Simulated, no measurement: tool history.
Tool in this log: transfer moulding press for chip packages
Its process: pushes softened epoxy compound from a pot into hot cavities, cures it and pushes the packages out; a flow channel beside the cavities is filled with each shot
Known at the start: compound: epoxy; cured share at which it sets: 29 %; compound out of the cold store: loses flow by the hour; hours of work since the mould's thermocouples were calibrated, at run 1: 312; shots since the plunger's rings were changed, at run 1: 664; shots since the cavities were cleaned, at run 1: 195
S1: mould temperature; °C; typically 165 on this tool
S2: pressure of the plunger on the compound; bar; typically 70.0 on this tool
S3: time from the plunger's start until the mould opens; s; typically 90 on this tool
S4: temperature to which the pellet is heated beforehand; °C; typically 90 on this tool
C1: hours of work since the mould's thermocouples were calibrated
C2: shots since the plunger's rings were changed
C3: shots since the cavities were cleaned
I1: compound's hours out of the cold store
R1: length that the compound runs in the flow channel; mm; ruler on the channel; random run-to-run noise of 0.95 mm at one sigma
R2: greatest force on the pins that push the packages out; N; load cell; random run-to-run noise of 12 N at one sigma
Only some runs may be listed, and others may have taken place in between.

run 1 hour=0.0 | S1=165 S2=70.0 S3=90 S4=90 | C1=312 C2=664 C3=195 | I1=22.3 | R1=825.0 R2=827
run 2 hour=12.3 | S1=165 S2=70.0 S3=90 S4=90 | C1=318 C2=777 C3=308 | I1=34.5 | R1=761.1 R2=899
run 3 hour=24.2 | S1=165 S2=70.0 S3=90 S4=90 | C1=324 C2=887 C3=418 | I1=17.6 | R1=846.5 R2=1011
run 4 hour=33.8 | S1=165 S2=70.0 S3=90 S4=90 | C1=329 C2=976 C3=507 | I1=20.9 | R1=827.7 R2=1033
run 5 hour=44.9 | S1=165 S2=70.0 S3=90 S4=90 | C1=335 C2=1079 C3=610 | I1=38.5 | R1=743.1 R2=973
-- hour=48.4 cavities cleaned with cleaning compound and waxed
run 6 hour=56.3 | S1=165 S2=70.0 S3=90 S4=90 | C1=340 C2=1170 C3=73 | I1=11.6 | R1=875.6 R2=728
run 7 hour=71.0 | S1=165 S2=70.0 S3=111 S4=90 | C1=347 C2=1307 C3=210 | I1=32.7 | R1=767.6 R2=631
run 8 hour=80.7 | S1=165 S2=70.0 S3=90 S4=90 | C1=352 C2=1396 C3=299 | I1=44.5 | R1=714.2 R2=888
run 9 hour=89.2 | S1=165 S2=70.0 S3=90 S4=90 | C1=356 C2=1474 C3=377 | I1=19.8 | R1=829.6 R2=981
run 10 hour=100.8 | S1=170 S2=70.0 S3=90 S4=90 | C1=362 C2=1582 C3=485 | I1=29.0 | R1=767.9 R2=814
-- hour=117.5 cavities cleaned with cleaning compound and waxed
run 11 hour=119.3 | S1=170 S2=70.0 S3=90 S4=90 | C1=371 C2=1739 C3=17 | I1=18.0 | R1=821.3 R2=490
run 12 hour=128.5 | S1=165 S2=70.0 S3=90 S4=90 | C1=376 C2=1823 C3=101 | I1=12.9 | R1=863.9 R2=756
run 13 hour=144.6 | S1=165 S2=70.0 S3=90 S4=90 | C1=384 C2=1973 C3=251 | I1=8.5 | R1=887.4 R2=922
run 14 hour=153.1 | S1=165 S2=70.0 S3=90 S4=90 | C1=388 C2=2051 C3=329 | I1=28.2 | R1=784.3 R2=900
run 15 hour=162.3 | S1=165 S2=70.0 S3=90 S4=90 | C1=393 C2=2136 C3=414 | I1=27.7 | R1=787.1 R2=954
run 16 hour=172.1 | S1=165 S2=61.6 S3=86 S4=90 | C1=398 C2=2227 C3=505 | I1=38.1 | R1=692.1 R2=1083
-- hour=187.3 cavities cleaned with cleaning compound and waxed
run 17 hour=189.5 | S1=165 S2=81.8 S3=86 S4=81 | C1=406 C2=2374 C3=21 | I1=22.3 | R1=881.3 R2=704
run 18 hour=198.2 | S1=165 S2=70.0 S3=93 S4=84 | C1=410 C2=2455 C3=102 | I1=10.1 | R1=879.8 R2=704
run 19 hour=209.8 | S1=165 S2=70.0 S3=93 S4=84 | C1=416 C2=2562 C3=209 | I1=24.0 | R1=802.9 R2=790
-- hour=221.9 plunger's sealing rings changed
run 20 hour=228.1 | S1=165 S2=70.0 S3=93 S4=84 | C1=424 C2=57 C3=354 | I1=40.2 | R1=742.8 R2=848
run 21 hour=240.7 | S1=166 S2=70.0 S3=79 S4=90 | C1=431 C2=174 C3=471 | I1=42.7 | R1=726.6 R2=1150
run 22 hour=250.7 | S1=168 S2=84.6 S3=94 S4=87 | C1=436 C2=267 C3=564 | I1=35.4 | R1=830.5 R2=834
-- hour=259.8 cavities cleaned with cleaning compound and waxed
run 23 hour=266.3 | S1=168 S2=84.6 S3=94 S4=87 | C1=443 C2=396 C3=60 | I1=40.2 | R1=803.7 R2=569
run 24 hour=277.2 | S1=168 S2=84.6 S3=106 S4=87 | C1=449 C2=497 C3=161 | I1=17.6 | R1=923.0 R2=597
run 25 hour=291.9 | S1=165 S2=58.0 S3=103 S4=90 | C1=456 C2=633 C3=297 | I1=31.5 | R1=710.0 R2=725
run 26 hour=303.6 | S1=167 S2=53.4 S3=77 S4=87 | C1=462 C2=742 C3=406 | I1=18.6 | R1=730.6 R2=1202
run 27 hour=313.4 | S1=157 S2=85.4 S3=90 S4=91 | C1=467 C2=832 C3=496 | I1=11.7 | R1=1004.8 R2=1852
-- hour=319.3 mould's thermocouples calibrated
-- hour=331.0 cavities cleaned with cleaning compound and waxed
run 28 hour=333.0 | S1=165 S2=70.0 S3=90 S4=92 | C1=6 C2=981 C3=19 | I1=28.2 | R1=791.9 R2=578
run 29 hour=345.4 | S1=165 S2=59.5 S3=95 S4=95 | C1=13 C2=1095 C3=133 | I1=36.1 | R1=695.0 R2=670

Branching from run 29: 3 alternative next runs. What would each branch give?
run A hour=360.4 | S1=165 S2=59.5 S3=116 S4=95 | C1=20 C2=1234 C3=272 | I1=40.6 | R1=? R2=?
run B hour=360.4 | S1=165 S2=70.0 S3=101 S4=90 | C1=20 C2=1234 C3=272 | I1=8.1 | R1=? R2=?
run C hour=360.4 | S1=159 S2=59.5 S3=112 S4=95 | C1=20 C2=1234 C3=272 | I1=10.5 | R1=? R2=?

run=A R1=673.3 R2=668
run=B R1=897.8 R2=792
run=C R1=834.8 R2=884
Had the tool no hidden state, the same runs would have come out as:
run=A R1=680.3 R2=435
run=B R1=907.1 R2=516
run=C R1=843.5 R2=577
